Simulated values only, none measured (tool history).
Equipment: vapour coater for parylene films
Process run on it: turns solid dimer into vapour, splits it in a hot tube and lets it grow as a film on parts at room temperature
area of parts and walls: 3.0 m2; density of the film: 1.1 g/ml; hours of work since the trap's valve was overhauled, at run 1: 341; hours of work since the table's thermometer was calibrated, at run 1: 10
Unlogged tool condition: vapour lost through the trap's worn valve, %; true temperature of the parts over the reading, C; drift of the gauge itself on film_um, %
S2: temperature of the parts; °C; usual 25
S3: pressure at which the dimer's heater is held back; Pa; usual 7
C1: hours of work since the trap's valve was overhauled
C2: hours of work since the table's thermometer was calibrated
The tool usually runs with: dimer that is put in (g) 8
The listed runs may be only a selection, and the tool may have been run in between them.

{"run": 1, "day": 0.0, "dimer that is put in (g)": 8, "S2": 25, "S3": 7, "C1": 341, "C2": 10, "thickness of the film (um)": 1.73}
{"run": 2, "day": 1.888, "dimer that is put in (g)": 5, "S2": 25, "S3": 7, "C1": 371, "C2": 40, "thickness of the film (um)": 1.09}
{"run": 3, "day": 4.433, "dimer that is put in (g)": 8, "S2": 25, "S3": 7, "C1": 412, "C2": 81, "thickness of the film (um)": 1.71}
{"day": 5.65, "done": "trap's valve overhauled"}
{"run": 4, "day": 6.383, "dimer that is put in (g)": 6, "S2": 25, "S3": 7, "C1": 12, "C2": 109, "thickness of the film (um)": 1.34}
{"run": 5, "day": 8.067, "dimer that is put in (g)": 8, "S2": 25, "S3": 4.12, "C1": 38, "C2": 136, "thickness of the film (um)": 1.94}
{"run": 6, "day": 9.471, "dimer that is put in (g)": 8, "S2": 25, "S3": 4.12, "C1": 61, "C2": 158, "thickness of the film (um)": 1.94}
{"run": 7, "day": 10.746, "dimer that is put in (g)": 8, "S2": 25, "S3": 4.12, "C1": 81, "C2": 179, "thickness of the film (um)": 1.92}
{"run": 8, "day": 13.296, "dimer that is put in (g)": 8, "S2": 25, "S3": 4.12, "C1": 122, "C2": 219, "thickness of the film (um)": 1.9}
{"run": 9, "day": 15.775, "dimer that is put in (g)": 8, "S2": 36, "S3": 4.12, "C1": 161, "C2": 259, "thickness of the film (um)": 1.2}
{"run": 10, "day": 17.854, "dimer that is put in (g)": 8, "S2": 36, "S3": 4.12, "C1": 194, "C2": 292, "thickness of the film (um)": 1.18}
{"run": 11, "day": 19.3, "dimer that is put in (g)": 8, "S2": 36, "S3": 4.12, "C1": 217, "C2": 315, "thickness of the film (um)": 1.18}
{"run": 12, "day": 21.138, "dimer that is put in (g)": 8, "S2": 36, "S3": 4.12, "C1": 246, "C2": 344, "thickness of the film (um)": 1.17}
{"run": 13, "day": 22.333, "dimer that is put in (g)": 8, "S2": 23, "S3": 7, "C1": 265, "C2": 363, "thickness of the film (um)": 1.92}
{"run": 14, "day": 24.888, "dimer that is put in (g)": 8, "S2": 23, "S3": 7, "C1": 306, "C2": 404, "thickness of the film (um)": 1.92}
{"run": 15, "day": 26.45, "dimer that is put in (g)": 8, "S2": 23, "S3": 7, "C1": 331, "C2": 428, "thickness of the film (um)": 1.9}
{"run": 16, "day": 28.65, "dimer that is put in (g)": 8, "S2": 23, "S3": 7, "C1": 366, "C2": 463, "thickness of the film (um)": 1.9}
{"run": 17, "day": 29.704, "dimer that is put in (g)": 8, "S2": 23, "S3": 7, "C1": 383, "C2": 480, "thickness of the film (um)": 1.88}
{"run": 18, "day": 31.371, "dimer that is put in (g)": 8, "S2": 23, "S3": 7, "C1": 409, "C2": 507, "thickness of the film (um)": 1.88}
{"day": 32.833, "done": "trap's valve overhauled"}
{"run": 19, "day": 33.238, "dimer that is put in (g)": 8, "S2": 25, "S3": 7, "C1": 6, "C2": 534, "thickness of the film (um)": 1.83}
{"run": 20, "day": 34.846, "dimer that is put in (g)": 8, "S2": 25, "S3": 7, "C1": 32, "C2": 559, "thickness of the film (um)": 1.82}
{"run": 21, "day": 36.829, "dimer that is put in (g)": 7, "S2": 25, "S3": 7, "C1": 64, "C2": 591, "thickness of the film (um)": 1.57}
{"run": 22, "day": 38.362, "dimer that is put in (g)": 7, "S2": 25, "S3": 7, "C1": 88, "C2": 615, "thickness of the film (um)": 1.57}
{"run": 23, "day": 40.888, "dimer that is put in (g)": 7, "S2": 25, "S3": 7, "C1": 128, "C2": 655, "thickness of the film (um)": 1.55}
{"run": 24, "day": 42.833, "dimer that is put in (g)": 7, "S2": 25, "S3": 7, "C1": 159, "C2": 686, "thickness of the film (um)": 1.58}
{"day": 43.012, "done": "table's thermometer calibrated"}
{"run": 25, "day": 45.367, "dimer that is put in (g)": 7, "S2": 32, "S3": 6.12, "C1": 199, "C2": 37, "thickness of the film (um)": 1.16}
{"run": 26, "day": 47.304, "dimer that is put in (g)": 7, "S2": 32, "S3": 6.12, "C1": 230, "C2": 68, "thickness of the film (um)": 1.16}
{"run": 27, "day": 48.612, "dimer that is put in (g)": 7, "S2": 32, "S3": 6.12, "C1": 250, "C2": 89, "thickness of the film (um)": 1.15}
{"run": 28, "day": 50.429, "dimer that is put in (g)": 7, "S2": 32, "S3": 6.12, "C1": 279, "C2": 118, "thickness of the film (um)": 1.13}
{"run": 29, "day": 52.067, "dimer that is put in (g)": 5, "S2": 18, "S3": 5.1, "C1": 305, "C2": 144, "thickness of the film (um)": 1.43}
{"run": 30, "day": 53.25, "dimer that is put in (g)": 9, "S2": 29, "S3": 10.21, "C1": 324, "C2": 163, "thickness of the film (um)": 1.59}
{"run": 31, "day": 55.096, "dimer that is put in (g)": 9, "S2": 29, "S3": 10.21, "C1": 353, "C2": 192, "thickness of the film (um)": 1.56}
{"day": 55.412, "done": "table's thermometer calibrated, once more"}
{"run": 32, "day": 56.517, "dimer that is put in (g)": 9, "S2": 29, "S3": 10.21, "C1": 375, "C2": 18, "thickness of the film (um)": 1.56}
{"run": 33, "day": 58.375, "dimer that is put in (g)": 14, "S2": 20, "S3": 7.22, "C1": 405, "C2": 47, "thickness of the film (um)": 3.71}
{"day": 60.104, "done": "trap's valve overhauled"}
{"run": 34, "day": 61.042, "dimer that is put in (g)": 4, "S2": 33, "S3": 2.29, "C1": 15, "C2": 87, "thickness of the film (um)": 0.74}
{"run": 35, "day": 62.567, "dimer that is put in (g)": 9, "S2": 32, "S3": 7, "C1": 39, "C2": 111, "thickness of the film (um)": 1.5}
{"run": 36, "day": 63.662, "dimer that is put in (g)": 9, "S2": 32, "S3": 7, "C1": 57, "C2": 129, "thickness of the film (um)": 1.5}
{"run": 37, "day": 66.179, "dimer that is put in (g)": 9, "S2": 32, "S3": 7, "C1": 97, "C2": 169, "thickness of the film (um)": 1.5}
{"run": 38, "day": 67.512, "dimer that is put in (g)": 7, "S2": 26, "S3": 7, "C1": 118, "C2": 190, "thickness of the film (um)": 1.51}
{"run": 39, "day": 69.996, "dimer that is put in (g)": 7, "S2": 26, "S3": 7, "C1": 157, "C2": 229, "thickness of the film (um)": 1.47}
{"run": 40, "day": 71.146, "dimer that is put in (g)": 7, "S2": 26, "S3": 7, "C1": 176, "C2": 248, "thickness of the film (um)": 1.51}
{"run": 41, "day": 73.738, "dimer that is put in (g)": 7, "S2": 18, "S3": 4.65, "C1": 217, "C2": 289, "thickness of the film (um)": 1.99}
{"run": 42, "day": 75.212, "dimer that is put in (g)": 7, "S2": 18, "S3": 4.65, "C1": 240, "C2": 312, "thickness of the film (um)": 1.99}
{"run": 43, "day": 77.275, "dimer that is put in (g)": 10, "S2": 22, "S3": 7.77, "C1": 273, "C2": 345, "thickness of the film (um)": 2.49}
{"run": 44, "day": 78.938, "dimer that is put in (g)": 10, "S2": 19, "S3": 7.77, "C1": 299, "C2": 371, "thickness of the film (um)": 2.81}
{"run": 45, "day": 80.408, "dimer that is put in (g)": 8, "S2": 36, "S3": 7, "C1": 323, "C2": 395, "thickness of the film (um)": 1.07}
{"run": 46, "day": 82.812, "dimer that is put in (g)": 8, "S2": 36, "S3": 7, "C1": 361, "C2": 433, "thickness of the film (um)": 1.09}
{"run": 47, "day": 85.267, "dimer that is put in (g)": 8, "S2": 36, "S3": 7, "C1": 400, "C2": 472, "thickness of the film (um)": 1.07}
{"day": 87.138, "done": "trap's valve overhauled"}
{"run": 48, "day": 87.867, "dimer that is put in (g)": 8, "S2": 36, "S3": 7, "C1": 12, "C2": 511, "thickness of the film (um)": 1.16}

Here are 3 independent what-if runs from the current tool condition. What would each one return?
{"run": "A", "day": 89.562, "dimer that is put in (g)": 5, "S2": 25, "S3": 7, "C1": 39, "C2": 538, "thickness of the film (um)": "?"}
{"run": "B", "day": 89.562, "dimer that is put in (g)": 4, "S2": 18, "S3": 4.34, "C1": 39, "C2": 538, "thickness of the film (um)": "?"}
{"run": "C", "day": 89.562, "dimer that is put in (g)": 8, "S2": 25, "S3": 3.32, "C1": 39, "C2": 538, "thickness of the film (um)": "?"}

run=A thickness_of_the_film_(um)=1.15
run=B thickness_of_the_film_(um)=1.18
run=C thickness_of_the_film_(um)=2.04
What these runs would have given with no unlogged condition in the tool:
run=A thickness_of_the_film_(um)=1.15
run=B thickness_of_the_film_(um)=1.19
run=C thickness_of_the_film_(um)=2.04
